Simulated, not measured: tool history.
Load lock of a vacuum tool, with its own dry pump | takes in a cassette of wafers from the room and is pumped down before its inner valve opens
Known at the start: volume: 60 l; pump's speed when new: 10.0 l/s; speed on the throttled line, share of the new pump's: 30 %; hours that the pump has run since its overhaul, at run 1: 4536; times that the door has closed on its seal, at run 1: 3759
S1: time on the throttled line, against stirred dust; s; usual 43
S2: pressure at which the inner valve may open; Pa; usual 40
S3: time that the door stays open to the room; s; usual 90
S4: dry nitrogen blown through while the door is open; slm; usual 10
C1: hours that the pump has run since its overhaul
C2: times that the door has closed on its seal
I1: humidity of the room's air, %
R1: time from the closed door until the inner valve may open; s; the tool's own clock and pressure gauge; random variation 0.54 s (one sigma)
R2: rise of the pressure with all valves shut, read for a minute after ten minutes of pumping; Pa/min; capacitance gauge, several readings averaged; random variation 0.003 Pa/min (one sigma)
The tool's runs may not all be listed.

run    hour  S1  S2   S3  S4    C1     C2    I1    R1     R2
  1     0.0  43  40   90  10  4536   3759  47.7  79.3  0.052
  2   191.7  43  40   90  10  4727   4551  46.8  79.9  0.054
  3   276.6  43  40   90  10  4812   4902  48.1  79.7  0.059
  4   461.7  43  40   90  10  4997   5667  48.7  80.1  0.057
  5   542.5  43  40   90   7  5078   6001  45.6  79.8  0.059
  6   650.2  43  40   90   7  5186   6447  43.2  79.2  0.060
  7   759.3  43  40   90   7  5295   6897  46.0  79.5  0.063
  8   913.6  43  40   90   7  5449   7535  42.8  79.6  0.064
  9  1102.2  43  33   90  10  5638   8315  43.7  81.3  0.063
 10  1213.1  43  74   90  10  5749   8773  46.4  76.4  0.063
 11  1299.8  43  71   90  15  5835   9132  42.2  76.3  0.050
 12  1434.6  43  46   90  30  5970   9689  42.4  78.9  0.044
 13  1611.7  43  46   90  30  6147  10421  45.3  79.3  0.054
 14  1713.3  43  46   47  15  6249  10841  44.0  79.6  0.057
 15  1823.0  43  77   45  10  6359  11294  42.7  75.5  0.065
 16  1941.3  43  77   45  10  6477  11783  46.5  75.4  0.064
 17  2067.3  43  40  107  36  6603  12304  44.6  80.5  0.058
 18  2183.8  43  40  107  36  6719  12785  48.4  80.1  0.061

4 ways to go on from here, each from the tool as it stands after run 18. What would each give?
  A  2305.9  25  57   39  36  6841  13290  45.0   ?   ?
  B  2305.9  70  40  206  30  6841  13290  45.4   ?   ?
  C  2305.9  43  76  147  32  6841  13290  46.0   ?   ?
  D  2305.9  68  35  183  10  6841  13290  46.5   ?   ?

run    R1     R2
  A  66.0  0.053
  B  98.0  0.073
  C  74.6  0.064
  D  98.1  0.097
Without the tool's hidden state the same runs would have given:
run    R1     R2
  A  62.7  0.015
  B  95.7  0.035
  C  72.0  0.026
  D  95.7  0.059
